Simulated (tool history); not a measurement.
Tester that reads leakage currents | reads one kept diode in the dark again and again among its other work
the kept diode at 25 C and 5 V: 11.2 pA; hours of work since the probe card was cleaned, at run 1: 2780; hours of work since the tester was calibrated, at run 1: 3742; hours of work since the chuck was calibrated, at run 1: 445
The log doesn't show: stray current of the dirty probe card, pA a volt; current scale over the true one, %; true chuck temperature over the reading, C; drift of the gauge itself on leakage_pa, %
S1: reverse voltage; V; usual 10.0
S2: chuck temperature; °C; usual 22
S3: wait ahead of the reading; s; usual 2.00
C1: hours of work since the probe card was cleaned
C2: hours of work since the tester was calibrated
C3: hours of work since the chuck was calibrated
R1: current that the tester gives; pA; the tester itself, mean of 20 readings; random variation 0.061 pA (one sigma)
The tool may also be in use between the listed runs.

run,hour,S1,S2,S3,C1,C2,C3,R1
1,0.0,10.0,22,2.00,2780,3742,445,33.84
2,99.3,10.0,22,2.00,2853,3815,518,34.44
3,180.2,10.0,22,2.00,2913,3875,578,35.18
4,329.5,10.0,37,2.00,3023,3985,688,72.63
5,456.7,3.9,22,2.00,3117,4079,782,18.33
6,529.1,10.0,22,1.97,3170,4132,835,37.48
# hour 593.5: probe card cleaned and baked
7,642.0,10.0,22,1.97,36,4213,916,13.58
8,762.3,10.0,22,1.97,125,4302,1005,14.40
9,823.1,10.0,22,1.97,169,4347,1050,14.85
10,889.9,12.8,22,2.00,219,4396,1099,17.07
11,1014.6,12.8,22,2.00,311,4488,1191,18.16
12,1106.0,10.0,22,2.00,378,4556,1259,16.69
13,1202.5,10.0,22,2.00,449,4627,1330,17.07
14,1308.7,1.1,22,2.00,528,4705,1408,6.68
15,1441.5,1.1,22,2.00,626,4803,1506,6.74
16,1583.4,10.0,45,2.00,731,4908,1611,114.36
17,1677.9,10.0,45,2.00,800,4978,1681,114.49
18,1741.4,10.0,45,2.00,847,5024,1728,116.12
# hour 1764.7: chuck's temperature calibrated
19,1860.4,4.4,22,2.00,933,5111,71,11.97
20,1922.4,10.0,45,2.00,979,5157,116,100.84
21,2035.2,10.0,45,2.00,1063,5240,200,101.90
22,2164.9,1.3,32,2.00,1158,5336,295,15.92
23,2276.0,3.3,29,0.35,1240,5418,377,20.23
24,2378.5,3.3,29,0.35,1316,5493,453,20.44
25,2439.4,5.4,22,2.00,1361,5538,498,15.43
26,2553.6,2.8,43,2.19,1445,5622,582,56.20

Run 27 comes next. What will it give?
# hour 2569.5: tester calibrated
27,2623.9,1.5,22,0.77,1495,40,633,?

R1: 8.22 pA
Without the tool's hidden state the same run would have given R1 5.93 pA.
